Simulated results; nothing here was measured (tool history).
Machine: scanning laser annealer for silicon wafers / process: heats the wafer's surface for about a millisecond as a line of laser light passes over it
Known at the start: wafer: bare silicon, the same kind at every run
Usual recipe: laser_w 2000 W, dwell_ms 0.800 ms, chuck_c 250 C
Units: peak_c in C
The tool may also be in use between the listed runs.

run     day  laser_w  dwell_ms  chuck_c  peak_c
  1   0.000     2000     0.800      250     938
  2   1.500     2000     0.800      250     938
  3   2.833     2000     0.800      253     938
  4   4.046     1718     0.800      250     833
  5   5.346     1718     0.800      250     830
  6   7.150     2000     0.800      268     953
  7   8.542     2000     0.800      263     945
  8   9.850     2000     0.800      263     942
  9  10.896     2000     0.800      263     944
 10  12.308     2000     0.800      263     943
 11  13.704     2000     0.800      226     905
     14.275  -- window over the wafer cleaned
 12  15.667     2000     0.744      250     932
 13  17.392     2000     0.744      250     935
 14  18.912     2000     0.744      250     933
 15  20.321     2000     0.744      250     933
 16  21.975     1900     0.800      250     922
 17  23.021     1900     0.800      250     922
 18  24.571     1900     0.800      250     922
 19  25.642     1900     0.800      250     921
     25.892  -- laser's power meter calibrated
 20  27.775     1956     0.663      250     869
 21  29.021     1956     0.744      257     922
 22  30.900     2003     0.744      244     922
 23  32.896     2141     0.567      235     857
 24  34.921     2141     0.567      235     854
     35.458  -- laser's power meter calibrated, once more
 25  36.371     2141     0.567      235     853
 26  37.829     2141     0.567      235     845
 27  38.733     2141     0.811      263    1016
 28  40.129     2158     0.811      228     988
 29  41.471     1821     0.685      239     808
 30  42.858     1821     0.685      239     809
 31  43.967     2129     0.634      224     870
 32  45.312     2129     0.913      239    1034

The next listed run, before its measurement:
 33  46.975     2129     0.913      239       ?

Run 33 came out at peak_c 1032 C.
On a tool with no hidden condition, and with the same random variation, this run would have come out at peak_c 1065 C.
